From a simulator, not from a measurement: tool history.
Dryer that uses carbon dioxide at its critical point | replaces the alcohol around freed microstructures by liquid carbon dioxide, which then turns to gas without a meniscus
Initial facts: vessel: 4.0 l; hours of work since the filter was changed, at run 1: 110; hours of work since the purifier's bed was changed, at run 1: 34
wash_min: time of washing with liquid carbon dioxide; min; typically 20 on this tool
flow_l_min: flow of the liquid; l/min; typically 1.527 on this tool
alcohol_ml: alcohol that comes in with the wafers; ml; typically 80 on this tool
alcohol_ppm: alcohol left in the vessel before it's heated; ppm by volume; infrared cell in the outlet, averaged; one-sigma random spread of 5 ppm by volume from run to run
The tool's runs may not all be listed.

run	hour	wash_min	flow_l_min	alcohol_ml	hours of work since the filter was changed	hours of work since the purifier's bed was changed	alcohol_ppm
1	0.0	20	1.527	80	110	34	59
2	10.1	20	1.527	80	114	38	52
3	19.1	20	1.527	80	118	42	51
4	34.2	20	1.527	80	124	48	54
5	49.8	20	1.527	80	130	54	64
6	63.2	25	1.527	80	136	59	20
7	73.2	25	1.527	80	140	63	21
8	84.0	19	1.527	80	144	68	77
9	94.3	19	1.527	80	148	72	84
10	105.9	19	1.527	92	153	76	90
11	119.5	18	1.527	80	158	82	109
12	136.2	18	1.527	80	165	89	117
13	143.4	20	1.527	80	168	91	64
14	156.2	20	1.527	80	173	97	76
15	167.3	32	1.527	80	177	101	16
16	183.7	15	1.060	20	184	108	268
17	192.2	15	1.050	46	187	111	646
18	201.7	13	1.310	80	191	115	815
19	217.4	26	1.520	80	197	121	27
20	226.0	12	1.490	26	201	125	241
21	242.3	22	1.990	42	207	131	21
22	258.2	20	2.540	42	214	138	18
23	266.2	20	2.490	46	217	141	13
24	273.8	20	2.490	46	220	144	22
25	290.2	20	2.520	80	227	150	13
26	300.5	14	1.830	24	231	155	75
27	307.9	19	2.280	21	234	158	26
28	322.3	19	1.527	93	240	163	124
29	337.2	19	1.540	23	246	169	42

Selected run-to-run steps in alcohol_ppm, each split into two signed amounts: the part the tool would show with no hidden state at all (from settings, incoming material and random variation), and the remainder, which goes to the hidden state together with any gauge scatter not common to the measured and the hidden-state-free results:
Hidden state present: flow that reaches the vessel past the clogged filter, %; alcohol in the recycled carbon dioxide, ppm; drift of the gauge itself on alcohol_ppm, %.
Run 16 -> 17: flow_l_min 1.060 -> 1.050, alcohol_ml 20 -> 46. alcohol_ppm +378 ppm by volume: hidden state +120, all else +258.
Run 18 -> 19: wash_min 13 -> 26, flow_l_min 1.310 -> 1.520. alcohol_ppm -788 ppm by volume: hidden state -270, all else -518.

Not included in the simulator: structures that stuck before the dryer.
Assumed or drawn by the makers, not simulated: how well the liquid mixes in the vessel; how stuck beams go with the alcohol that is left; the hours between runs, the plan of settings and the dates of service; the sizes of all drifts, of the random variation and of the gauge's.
